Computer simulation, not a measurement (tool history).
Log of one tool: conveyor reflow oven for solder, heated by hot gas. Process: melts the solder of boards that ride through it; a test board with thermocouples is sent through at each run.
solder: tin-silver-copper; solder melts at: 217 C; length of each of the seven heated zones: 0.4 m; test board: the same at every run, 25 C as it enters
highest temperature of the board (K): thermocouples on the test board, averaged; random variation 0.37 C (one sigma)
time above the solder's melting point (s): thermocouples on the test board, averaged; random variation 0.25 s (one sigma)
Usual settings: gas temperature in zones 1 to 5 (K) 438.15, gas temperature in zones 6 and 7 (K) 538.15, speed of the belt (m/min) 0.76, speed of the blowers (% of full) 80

run	hour	gas temperature in zones 1 to 5 (K)	gas temperature in zones 6 and 7 (K)	speed of the belt (m/min)	speed of the blowers (% of full)	highest temperature of the board (K)	time above the solder's melting point (s)
1	0	438.15	538.15	0.76	80	523.55	44
2	51.1	438.15	538.15	0.76	80	523.05	43.9
3	125.4	438.15	538.15	0.76	80	522.85	43.6
# hour 148.1: flux residue cleaned out of gas plates and filters
4	192.5	438.15	538.15	0.76	80	522.55	43.7
5	264.9	438.15	538.15	0.76	80	522.65	43.9
6	311.9	430.15	538.15	0.76	80	521.55	41.1
7	354.5	430.15	538.15	0.76	71	519.75	39.3
8	421.9	430.15	538.15	0.76	71	519.65	38.9
# hour 434: flux residue cleaned out of gas plates and filters
9	491.3	438.15	529.15	0.781	80	514.05	36.6
10	541.9	438.15	536.15	0.665	77	524.25	51.8
11	612.2	438.15	536.15	0.665	77	524.45	51.9

Run 12 comes next. What will it give?
12	670.9	438.15	536.15	0.665	77	?	?

Run 12 gave highest temperature of the board (K) 524.05, time above the solder's melting point (s) 51.7.
Without the tool's hidden state the same run would have given highest temperature of the board (K) 524.25, time above the solder's melting point (s) 51.8.

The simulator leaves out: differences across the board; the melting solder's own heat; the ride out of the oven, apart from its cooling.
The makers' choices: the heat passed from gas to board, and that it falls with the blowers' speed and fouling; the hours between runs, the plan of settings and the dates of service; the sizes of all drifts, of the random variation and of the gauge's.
